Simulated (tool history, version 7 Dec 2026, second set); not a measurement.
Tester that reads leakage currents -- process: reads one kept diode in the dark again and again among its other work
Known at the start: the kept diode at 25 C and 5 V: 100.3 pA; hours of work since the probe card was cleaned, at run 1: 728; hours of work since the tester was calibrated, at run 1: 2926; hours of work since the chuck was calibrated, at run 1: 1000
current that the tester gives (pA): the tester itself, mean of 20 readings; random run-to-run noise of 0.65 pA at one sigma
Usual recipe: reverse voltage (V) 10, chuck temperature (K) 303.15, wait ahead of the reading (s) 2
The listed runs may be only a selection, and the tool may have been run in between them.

run,hour,reverse voltage (V),chuck temperature (K),wait ahead of the reading (s),hours of work since the probe card was cleaned,hours of work since the tester was calibrated,hours of work since the chuck was calibrated,current that the tester gives (pA)
1,0,10,303.15,2,728,2926,1000,213.84
# hour 47.6: chuck's temperature calibrated
2,165.9,3.4,303.15,2,833,3031,76,128.66
3,331,3.4,303.15,2,939,3136,182,127.46
4,476.5,3.4,303.15,2,1032,3230,275,127.63
5,653.4,3.4,303.15,2,1145,3343,388,127.88
# hour 673: probe card cleaned and baked
6,766.6,3.4,303.15,0.6,60,3414,459,128.91
7,894.8,3.4,303.15,0.6,142,3496,541,128.53
8,984.4,3.4,303.15,0.6,199,3553,598,129.06
# hour 1046.4: tester calibrated
9,1110.1,14.2,303.15,0.6,279,41,677,257.98
10,1227.3,14.2,303.15,0.6,354,116,753,259.1
11,1330.8,14.2,303.15,0.6,420,182,819,259.51
12,1418.4,14.2,303.15,0.6,476,238,875,258.72
13,1514.4,10,303.15,2,538,300,936,214
# hour 1656.7: chuck's temperature calibrated
14,1680.2,10,303.15,2,643,405,15,214.19
15,1819.8,10,303.15,2,732,494,104,214.5
16,1907.5,10,303.15,2,788,550,161,214.82
17,2051.7,10,303.15,2,881,643,253,215.19
18,2236.6,10,303.15,2,999,761,371,215.06
19,2395.2,10,303.15,2,1101,863,473,214.57

Estimate the outcome of run 20 from the log above:
# hour 2473.6: probe card cleaned and baked
20,2539.2,2.4,303.15,1.05,42,953,563,?

current that the tester gives (pA): 107.79
If the tool had no hidden condition, the same run with the same run-to-run variation would have returned current that the tester gives (pA) 107.89.
